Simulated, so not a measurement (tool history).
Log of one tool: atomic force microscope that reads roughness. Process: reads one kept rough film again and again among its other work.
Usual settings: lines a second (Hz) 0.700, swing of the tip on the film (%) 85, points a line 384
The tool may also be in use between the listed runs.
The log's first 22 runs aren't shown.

run,day,lines a second (Hz),swing of the tip on the film (%),points a line,pictures with this tip,hours of work since the height scale was calibrated,roughness of the kept film (nm (root mean square))
# day 21.646: new tip fitted
23,22.092,0.622,56,384,18,907,2.180
24,23.292,0.954,58,384,67,923,1.941
25,24.233,0.982,58,356,105,936,1.788
26,25.079,1.450,85,669,139,948,1.565
27,25.854,1.450,85,669,171,959,1.481
28,26.521,1.096,60,401,198,968,1.507
29,27.233,2.038,60,466,227,977,1.418
30,28.212,0.517,58,384,266,991,1.368

Forecast each of these 3 alternatives for the next run:
A,29.400,0.517,84,384,315,1007,?
B,29.400,0.700,56,272,315,1007,?
C,29.400,2.050,58,384,315,1007,?

run,roughness of the kept film (nm (root mean square))
A,1.256
B,1.259
C,1.257
Without the tool's hidden state the same runs would have given:
run,roughness of the kept film (nm (root mean square))
A,2.285
B,2.302
C,2.289

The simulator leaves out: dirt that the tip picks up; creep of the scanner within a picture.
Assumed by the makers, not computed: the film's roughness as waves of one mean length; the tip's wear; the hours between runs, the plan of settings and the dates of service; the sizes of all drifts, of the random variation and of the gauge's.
